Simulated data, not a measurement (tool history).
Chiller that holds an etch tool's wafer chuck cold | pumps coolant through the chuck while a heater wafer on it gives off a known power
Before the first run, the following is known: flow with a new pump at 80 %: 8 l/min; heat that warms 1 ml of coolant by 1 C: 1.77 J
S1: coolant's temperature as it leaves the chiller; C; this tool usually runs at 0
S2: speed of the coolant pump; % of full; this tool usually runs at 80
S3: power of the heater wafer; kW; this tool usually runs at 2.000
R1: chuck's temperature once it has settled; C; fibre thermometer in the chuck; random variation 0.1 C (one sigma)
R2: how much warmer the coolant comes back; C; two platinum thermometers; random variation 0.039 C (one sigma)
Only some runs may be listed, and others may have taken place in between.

run 1 day=0.000 | S1=0 S2=80 S3=2.000 | R1=21.2 R2=8.45
run 2 day=1.300 | S1=0 S2=80 S3=2.000 | R1=21.5 R2=8.40
run 3 day=2.108 | S1=0 S2=80 S3=2.000 | R1=21.2 R2=8.51
run 4 day=2.758 | S1=0 S2=80 S3=2.288 | R1=24.4 R2=9.63
run 5 day=4.025 | S1=0 S2=80 S3=2.288 | R1=24.7 R2=9.63
run 6 day=4.967 | S1=0 S2=80 S3=2.288 | R1=24.5 R2=9.66
run 7 day=6.008 | S1=0 S2=80 S3=1.491 | R1=15.9 R2=6.21
run 8 day=6.992 | S1=0 S2=75 S3=1.491 | R1=16.8 R2=6.55
run 9 day=7.892 | S1=0 S2=75 S3=1.491 | R1=17.0 R2=6.65
run 10 day=8.675 | S1=0 S2=75 S3=1.491 | R1=16.8 R2=6.62
run 11 day=10.100 | S1=0 S2=75 S3=1.491 | R1=16.9 R2=6.51
run 12 day=10.988 | S1=0 S2=96 S3=1.491 | R1=13.7 R2=5.14
run 13 day=11.717 | S1=0 S2=96 S3=1.491 | R1=13.8 R2=5.11
run 14 day=12.592 | S1=0 S2=80 S3=2.000 | R1=21.3 R2=8.33
run 15 day=13.804 | S1=0 S2=80 S3=2.000 | R1=21.5 R2=8.29
run 16 day=15.329 | S1=0 S2=80 S3=2.000 | R1=21.3 R2=8.19
run 17 day=16.558 | S1=5 S2=62 S3=2.268 | R1=34.7 R2=12.21
run 18 day=17.725 | S1=5 S2=62 S3=2.268 | R1=34.7 R2=12.30
run 19 day=18.392 | S1=-4 S2=71 S3=1.229 | R1=10.5 R2=5.78
run 20 day=19.821 | S1=-6 S2=73 S3=1.313 | R1=9.1 R2=6.02
run 21 day=21.108 | S1=0 S2=72 S3=1.433 | R1=16.8 R2=6.62
run 22 day=21.838 | S1=10 S2=94 S3=2.000 | R1=28.8 R2=7.18
run 23 day=22.662 | S1=0 S2=93 S3=1.450 | R1=13.6 R2=5.19
run 24 day=23.992 | S1=0 S2=93 S3=1.450 | R1=13.9 R2=5.23
run 25 day=24.633 | S1=7 S2=61 S3=2.000 | R1=33.6 R2=10.86
run 26 day=25.917 | S1=7 S2=61 S3=2.000 | R1=33.7 R2=10.85
run 27 day=26.604 | S1=7 S2=61 S3=2.000 | R1=33.5 R2=10.71
run 28 day=27.358 | S1=-7 S2=83 S3=2.504 | R1=18.9 R2=10.12
run 29 day=28.400 | S1=-7 S2=83 S3=2.504 | R1=19.0 R2=10.03
run 30 day=29.612 | S1=-6 S2=80 S3=2.000 | R1=15.4 R2=8.30
run 31 day=30.275 | S1=-6 S2=80 S3=2.000 | R1=15.3 R2=8.22

The log once held 2 entries between its listed runs, left out of this copy. Where does each go, and what is different about the tool's unlogged condition between the listed run before it and the listed run after it?
After run 16, before run 17: coolant changed, channels flushed (day 16.533); gauge calibrated (day 16.558)
  heat passed by the chuck's channels, % of clean ones': 99.9 -> 100; drift of the gauge itself on warmer_back_c, C: -0.27 -> 0
  measured minus no-state result, R2: -0.27 -> +0.00 C

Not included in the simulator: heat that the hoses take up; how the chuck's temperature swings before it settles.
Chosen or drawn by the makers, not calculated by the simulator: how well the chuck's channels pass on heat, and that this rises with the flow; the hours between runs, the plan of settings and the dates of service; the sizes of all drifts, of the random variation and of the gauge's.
